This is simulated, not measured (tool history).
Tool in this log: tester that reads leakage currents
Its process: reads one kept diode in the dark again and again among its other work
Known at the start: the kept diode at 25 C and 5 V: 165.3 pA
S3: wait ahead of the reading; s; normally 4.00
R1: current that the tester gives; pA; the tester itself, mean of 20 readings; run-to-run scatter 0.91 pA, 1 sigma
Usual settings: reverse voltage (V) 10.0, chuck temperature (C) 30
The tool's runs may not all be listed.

run 1 hour=0.0 | reverse_voltage_(V)=10.0 chuck_temperature_(C)=30 S3=4.00 | R1=298.31
run 2 hour=99.5 | reverse_voltage_(V)=10.0 chuck_temperature_(C)=30 S3=4.00 | R1=298.18
run 3 hour=147.1 | reverse_voltage_(V)=1.9 chuck_temperature_(C)=30 S3=4.00 | R1=163.64
run 4 hour=219.8 | reverse_voltage_(V)=1.9 chuck_temperature_(C)=30 S3=4.00 | R1=163.43
run 5 hour=297.5 | reverse_voltage_(V)=1.9 chuck_temperature_(C)=30 S3=4.00 | R1=163.01
run 6 hour=350.6 | reverse_voltage_(V)=1.9 chuck_temperature_(C)=30 S3=4.00 | R1=163.59
run 7 hour=406.0 | reverse_voltage_(V)=1.9 chuck_temperature_(C)=30 S3=4.00 | R1=162.10
run 8 hour=513.4 | reverse_voltage_(V)=10.0 chuck_temperature_(C)=30 S3=4.00 | R1=297.46
run 9 hour=580.8 | reverse_voltage_(V)=10.0 chuck_temperature_(C)=30 S3=0.47 | R1=302.55
run 10 hour=654.9 | reverse_voltage_(V)=10.0 chuck_temperature_(C)=30 S3=0.47 | R1=302.64
run 11 hour=732.2 | reverse_voltage_(V)=10.0 chuck_temperature_(C)=30 S3=0.47 | R1=303.62
run 12 hour=781.9 | reverse_voltage_(V)=10.0 chuck_temperature_(C)=20 S3=0.47 | R1=151.90
run 13 hour=880.8 | reverse_voltage_(V)=10.0 chuck_temperature_(C)=20 S3=0.47 | R1=151.95
run 14 hour=980.5 | reverse_voltage_(V)=10.0 chuck_temperature_(C)=20 S3=1.74 | R1=146.90
run 15 hour=1067.3 | reverse_voltage_(V)=10.0 chuck_temperature_(C)=20 S3=1.74 | R1=146.77
run 16 hour=1170.2 | reverse_voltage_(V)=10.0 chuck_temperature_(C)=20 S3=1.74 | R1=146.90
run 17 hour=1221.5 | reverse_voltage_(V)=10.0 chuck_temperature_(C)=20 S3=1.74 | R1=147.17
run 18 hour=1286.4 | reverse_voltage_(V)=10.0 chuck_temperature_(C)=30 S3=2.27 | R1=295.58
-- hour=1296.8 chuck's temperature calibrated
run 19 hour=1393.8 | reverse_voltage_(V)=2.0 chuck_temperature_(C)=30 S3=4.00 | R1=159.32
run 20 hour=1457.6 | reverse_voltage_(V)=1.7 chuck_temperature_(C)=34 S3=4.12 | R1=197.63
run 21 hour=1526.0 | reverse_voltage_(V)=1.5 chuck_temperature_(C)=52 S3=5.85 | R1=603.26
run 22 hour=1605.5 | reverse_voltage_(V)=1.5 chuck_temperature_(C)=29 S3=0.59 | R1=133.73
run 23 hour=1698.9 | reverse_voltage_(V)=4.3 chuck_temperature_(C)=30 S3=4.08 | R1=209.13
-- hour=1734.3 chuck's temperature calibrated, once more
run 24 hour=1770.0 | reverse_voltage_(V)=4.3 chuck_temperature_(C)=30 S3=1.34 | R1=222.85
run 25 hour=1821.9 | reverse_voltage_(V)=10.0 chuck_temperature_(C)=39 S3=4.00 | R1=552.13
run 26 hour=1903.2 | reverse_voltage_(V)=10.0 chuck_temperature_(C)=39 S3=4.00 | R1=551.53
run 27 hour=1962.3 | reverse_voltage_(V)=3.5 chuck_temperature_(C)=35 S3=2.90 | R1=287.97
run 28 hour=2036.6 | reverse_voltage_(V)=3.5 chuck_temperature_(C)=35 S3=2.90 | R1=288.49
run 29 hour=2080.7 | reverse_voltage_(V)=3.5 chuck_temperature_(C)=35 S3=2.90 | R1=288.65
run 30 hour=2142.6 | reverse_voltage_(V)=1.1 chuck_temperature_(C)=30 S3=9.16 | R1=134.25
run 31 hour=2222.2 | reverse_voltage_(V)=8.0 chuck_temperature_(C)=30 S3=0.62 | R1=282.29
run 32 hour=2314.1 | reverse_voltage_(V)=4.2 chuck_temperature_(C)=34 S3=0.47 | R1=288.42
run 33 hour=2387.1 | reverse_voltage_(V)=4.2 chuck_temperature_(C)=23 S3=2.43 | R1=133.75
run 34 hour=2430.8 | reverse_voltage_(V)=1.2 chuck_temperature_(C)=59 S3=3.52 | R1=873.64
run 35 hour=2506.9 | reverse_voltage_(V)=3.7 chuck_temperature_(C)=30 S3=4.00 | R1=208.81

What if the next run were any one of these 3? Each begins from the tool's condition after run 35:
run A hour=2587.2 | reverse_voltage_(V)=2.6 chuck_temperature_(C)=30 S3=4.00 | R1=?
run B hour=2587.2 | reverse_voltage_(V)=19.2 chuck_temperature_(C)=42 S3=0.41 | R1=?
run C hour=2587.2 | reverse_voltage_(V)=2.8 chuck_temperature_(C)=34 S3=4.74 | R1=?

run=A R1=181.99
run=B R1=859.40
run=C R1=244.78
Without the tool's unlogged condition, the same runs would have read:
run=A R1=186.46
run=B R1=872.59
run=C R1=251.33
